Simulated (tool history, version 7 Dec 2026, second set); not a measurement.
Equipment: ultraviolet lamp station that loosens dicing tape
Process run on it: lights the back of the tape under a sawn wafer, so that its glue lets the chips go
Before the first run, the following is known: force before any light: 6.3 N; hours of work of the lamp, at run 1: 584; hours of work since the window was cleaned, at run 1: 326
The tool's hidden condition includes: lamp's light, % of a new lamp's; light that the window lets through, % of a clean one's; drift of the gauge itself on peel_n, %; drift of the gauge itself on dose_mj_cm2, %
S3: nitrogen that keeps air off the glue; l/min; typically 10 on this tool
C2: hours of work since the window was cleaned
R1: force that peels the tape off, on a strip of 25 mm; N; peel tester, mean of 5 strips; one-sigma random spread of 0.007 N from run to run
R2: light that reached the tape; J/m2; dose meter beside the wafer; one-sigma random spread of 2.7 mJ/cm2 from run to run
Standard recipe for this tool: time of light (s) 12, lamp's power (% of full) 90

Run 1, hour 0.0: usual settings; hours of work of the lamp 584; C2 326. Result: R1 0.483 N, R2 2720 J/m2.
Run 2, hour 13.2: usual settings; hours of work of the lamp 592; C2 335. Result: R1 0.486 N, R2 2740 J/m2.
Run 3, hour 35.2: usual settings; hours of work of the lamp 606; C2 348. Result: R1 0.506 N, R2 2720 J/m2.
Run 4, hour 45.4: usual settings; hours of work of the lamp 612; C2 355. Result: R1 0.490 N, R2 2720 J/m2.
Run 5, hour 60.4: usual settings; hours of work of the lamp 622; C2 364. Result: R1 0.514 N, R2 2640 J/m2.
Run 6, hour 82.7: usual settings; hours of work of the lamp 636; C2 378. Result: R1 0.498 N, R2 2670 J/m2.
Run 7, hour 99.7: usual settings; hours of work of the lamp 646; C2 389. Result: R1 0.533 N, R2 2620 J/m2.
Run 8, hour 122.9: usual settings but lamp's power (% of full) 77; hours of work of the lamp 661; C2 403. Result: R1 0.748 N, R2 2220 J/m2.
At hour 127.6: window cleaned of glue's vapour.
Run 9, hour 134.8: usual settings but lamp's power (% of full) 77; hours of work of the lamp 668; C2 5. Result: R1 0.935 N, R2 2060 J/m2.
Run 10, hour 146.8: usual settings but time of light (s) 6, lamp's power (% of full) 77; hours of work of the lamp 676; C2 12. Result: R1 2.283 N, R2 1050 J/m2.
Run 11, hour 167.9: usual settings but time of light (s) 6, lamp's power (% of full) 77; hours of work of the lamp 689; C2 25. Result: R1 2.431 N, R2 1000 J/m2.
Run 12, hour 181.7: usual settings but time of light (s) 6, lamp's power (% of full) 77; hours of work of the lamp 698; C2 34. Result: R1 2.414 N, R2 1020 J/m2.
At hour 187.9: window cleaned of glue's vapour, once more.
Run 13, hour 204.1: usual settings but time of light (s) 6, lamp's power (% of full) 77; hours of work of the lamp 711; C2 10. Result: R1 1.830 N, R2 1290 J/m2.
Run 14, hour 224.1: usual settings but time of light (s) 6; hours of work of the lamp 724; C2 23. Result: R1 1.548 N, R2 1500 J/m2.
Run 15, hour 240.0: usual settings; hours of work of the lamp 734; C2 33. Result: R1 0.432 N, R2 2900 J/m2.
Run 16, hour 261.7: usual settings but S3 8 l/min; hours of work of the lamp 747; C2 46. Result: R1 0.500 N, R2 2910 J/m2.
Run 17, hour 275.2: usual settings but time of light (s) 20, S3 8 l/min; hours of work of the lamp 756; C2 55. Result: R1 0.159 N, R2 4780 J/m2.
Run 18, hour 295.9: usual settings but time of light (s) 20, S3 8 l/min; hours of work of the lamp 769; C2 68. Result: R1 0.163 N, R2 4820 J/m2.
Run 19, hour 307.0: usual settings but time of light (s) 7, lamp's power (% of full) 79, S3 14 l/min; hours of work of the lamp 776; C2 75. Result: R1 1.404 N, R2 1450 J/m2.
Run 20, hour 319.5: usual settings but time of light (s) 7, lamp's power (% of full) 79, S3 6 l/min; hours of work of the lamp 784; C2 82. Result: R1 1.811 N, R2 1410 J/m2.
Run 21, hour 341.9: usual settings but time of light (s) 13, lamp's power (% of full) 62, S3 12 l/min; hours of work of the lamp 798; C2 97. Result: R1 0.824 N, R2 2100 J/m2.
Run 22, hour 362.6: usual settings but time of light (s) 10, lamp's power (% of full) 99, S3 12 l/min; hours of work of the lamp 811; C2 110. Result: R1 0.547 N, R2 2520 J/m2.
Run 23, hour 376.0: usual settings but time of light (s) 7, lamp's power (% of full) 92; hours of work of the lamp 819; C2 118. Result: R1 1.292 N, R2 1680 J/m2.
Run 24, hour 386.7: usual settings but time of light (s) 9, lamp's power (% of full) 67, S3 11 l/min; hours of work of the lamp 826; C2 125. Result: R1 1.371 N, R2 1500 J/m2.
Run 25, hour 407.5: usual settings but time of light (s) 9, lamp's power (% of full) 67, S3 11 l/min; hours of work of the lamp 839; C2 138. Result: R1 1.414 N, R2 1500 J/m2.
Run 26, hour 429.8: usual settings but time of light (s) 9, lamp's power (% of full) 67, S3 7 l/min; hours of work of the lamp 853; C2 152. Result: R1 1.570 N, R2 1490 J/m2.
Run 27, hour 440.6: usual settings but time of light (s) 24, lamp's power (% of full) 88, S3 19 l/min; hours of work of the lamp 859; C2 158. Result: R1 0.115 N, R2 5220 J/m2.
Run 28, hour 451.9: usual settings but lamp's power (% of full) 80; hours of work of the lamp 867; C2 165. Result: R1 0.664 N, R2 2380 J/m2.
Run 29, hour 464.1: usual settings but lamp's power (% of full) 67; hours of work of the lamp 874; C2 173. Result: R1 0.930 N, R2 1920 J/m2.
Run 30, hour 478.3: usual settings but time of light (s) 7, lamp's power (% of full) 63, S3 8 l/min; hours of work of the lamp 883; C2 182. Result: R1 2.320 N, R2 1070 J/m2.
Run 31, hour 491.1: usual settings but time of light (s) 7, lamp's power (% of full) 63, S3 8 l/min; hours of work of the lamp 891; C2 190. Result: R1 2.276 N, R2 1080 J/m2.
Run 32, hour 513.9: usual settings but time of light (s) 7, lamp's power (% of full) 63, S3 8 l/min; hours of work of the lamp 905; C2 204. Result: R1 2.248 N, R2 1090 J/m2.
Run 33, hour 534.6: usual settings but time of light (s) 7, lamp's power (% of full) 63, S3 8 l/min; hours of work of the lamp 918; C2 217. Result: R1 2.417 N, R2 1010 J/m2.
Run 34, hour 547.9: usual settings but lamp's power (% of full) 84, S3 17 l/min; hours of work of the lamp 927; C2 226. Result: R1 0.545 N, R2 2370 J/m2.
Run 35, hour 558.6: usual settings but time of light (s) 19, lamp's power (% of full) 65, S3 7 l/min; hours of work of the lamp 933; C2 232. Result: R1 0.493 N, R2 2890 J/m2.
Run 36, hour 577.5: usual settings but lamp's power (% of full) 71, S3 16 l/min; hours of work of the lamp 945; C2 244. Result: R1 0.800 N, R2 2020 J/m2.

Alternative continuations, all from the tool just after run 36; predict every row:
Run A, hour 595.6: usual settings but time of light (s) 10, lamp's power (% of full) 68, S3 7 l/min; hours of work of the lamp 957; C2 256. Result: R1 ?, R2 ?.
Run B, hour 595.6: usual settings; hours of work of the lamp 957; C2 256. Result: R1 ?, R2 ?.
Run C, hour 595.6: usual settings but lamp's power (% of full) 71, S3 17 l/min; hours of work of the lamp 957; C2 256. Result: R1 ?, R2 ?.
Run D, hour 595.6: usual settings but time of light (s) 13, lamp's power (% of full) 68, S3 14 l/min; hours of work of the lamp 957; C2 256. Result: R1 ?, R2 ?.
Run E, hour 595.6: usual settings but lamp's power (% of full) 93, S3 13 l/min; hours of work of the lamp 957; C2 256. Result: R1 ?, R2 ?.

run     R1    R2
  A  1.543  1570
  B  0.616  2480
  C  0.817  1980
  D  0.775  2060
  E  0.479  2590
With the hidden condition removed and each run's random variation left untouched, the same runs would have given:
run     R1    R2
  A  0.808  2330
  B  0.253  3670
  C  0.348  2920
  D  0.327  3040
  E  0.190  3810

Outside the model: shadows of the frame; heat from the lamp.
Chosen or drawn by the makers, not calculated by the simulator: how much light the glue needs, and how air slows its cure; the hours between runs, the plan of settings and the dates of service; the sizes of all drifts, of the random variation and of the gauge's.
